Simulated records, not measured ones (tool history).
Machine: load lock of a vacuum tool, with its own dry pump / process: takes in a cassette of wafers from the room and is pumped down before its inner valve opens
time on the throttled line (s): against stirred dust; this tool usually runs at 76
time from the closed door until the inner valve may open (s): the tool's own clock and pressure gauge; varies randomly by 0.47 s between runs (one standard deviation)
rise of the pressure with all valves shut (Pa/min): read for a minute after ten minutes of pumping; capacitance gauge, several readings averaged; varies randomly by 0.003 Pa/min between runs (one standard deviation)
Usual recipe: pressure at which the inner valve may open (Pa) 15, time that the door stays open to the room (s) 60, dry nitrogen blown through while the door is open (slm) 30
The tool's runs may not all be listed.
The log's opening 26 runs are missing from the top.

run	hour	time on the throttled line (s)	pressure at which the inner valve may open (Pa)	time that the door stays open to the room (s)	dry nitrogen blown through while the door is open (slm)	incoming humidity of the room's air, %	time from the closed door until the inner valve may open (s)	rise of the pressure with all valves shut (Pa/min)
27	1979.2	76	15	228	30	45.4	106.3	0.052
28	2044.5	76	10	203	30	45.0	107.8	0.047
29	2127.0	76	15	60	33	43.6	106.4	0.028
30	2176.3	76	15	60	33	39.6	106.7	0.030
31	2230.4	76	10	79	33	45.4	107.6	0.032
32	2311.8	76	10	79	33	42.2	108.3	0.028
33	2368.4	76	10	79	33	46.4	109.2	0.036
34	2468.8	76	11	60	10	41.8	107.4	0.037
35	2545.5	76	11	60	10	47.5	108.3	0.043
36	2636.0	76	11	60	10	45.2	108.0	0.044
37	2742.4	51	15	127	30	45.1	84.9	0.039
38	2823.6	51	15	127	30	44.5	85.1	0.040

Here are 3 independent what-if runs from the current tool condition. What would each one return?
A	2899.6	66	21	79	30	44.9	?	?
B	2899.6	51	24	32	30	46.1	?	?
C	2899.6	76	15	84	29	46.3	?	?

run	time from the closed door until the inner valve may open (s)	rise of the pressure with all valves shut (Pa/min)
A	96.7	0.035
B	82.4	0.022
C	107.1	0.035
What these runs would have given with no unlogged condition in the tool:
run	time from the closed door until the inner valve may open (s)	rise of the pressure with all valves shut (Pa/min)
A	96.7	0.034
B	82.4	0.021
C	107.1	0.033
